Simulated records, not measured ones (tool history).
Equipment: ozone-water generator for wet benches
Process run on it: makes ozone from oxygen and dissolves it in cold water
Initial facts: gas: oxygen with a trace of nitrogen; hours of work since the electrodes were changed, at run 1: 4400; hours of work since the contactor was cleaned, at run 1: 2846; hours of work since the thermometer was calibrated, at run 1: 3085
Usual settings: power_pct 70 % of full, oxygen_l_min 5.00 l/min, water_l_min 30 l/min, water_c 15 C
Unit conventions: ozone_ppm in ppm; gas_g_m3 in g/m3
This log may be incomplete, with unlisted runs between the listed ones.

run,hour,power_pct,oxygen_l_min,water_l_min,water_c,hours of work since the electrodes were changed,hours of work since the contactor was cleaned,hours of work since the thermometer was calibrated,ozone_ppm,gas_g_m3
1,0.0,70,5.00,30,15,4400,2846,3085,13.5,167.2
2,59.6,70,5.00,30,15,4449,2895,3134,13.5,166.7
3,202.1,70,5.00,30,15,4565,3011,3250,13.4,168.4
4,295.2,70,5.00,30,15,4641,3087,3326,13.4,166.8
5,368.7,70,5.00,30,15,4702,3148,3387,13.5,166.7
6,462.3,70,5.00,30,15,4778,3224,3463,13.7,168.1
7,600.7,59,6.20,33,13,4891,3337,3576,11.0,125.3
8,707.8,59,6.20,33,13,4979,3425,3664,10.9,124.2
9,782.6,73,5.00,30,15,5040,3486,3725,14.2,174.7
10,878.4,73,5.00,30,15,5118,3564,3803,14.0,173.1
11,954.7,70,8.65,30,20,5181,3627,3866,12.7,121.5

Branching from run 11: 3 alternative next runs. What would each branch give?
A,1070.2,51,4.22,30,21,5275,3721,3960,?,?
B,1070.2,70,8.65,31,20,5275,3721,3960,?,?
C,1070.2,45,6.48,30,15,5275,3721,3960,?,?

run,ozone_ppm,gas_g_m3
A,9.2,135.2
B,12.5,121.8
C,9.2,95.0
What these runs would have given with no unlogged condition in the tool:
run,ozone_ppm,gas_g_m3
A,9.2,135.3
B,12.5,121.9
C,9.2,95.0
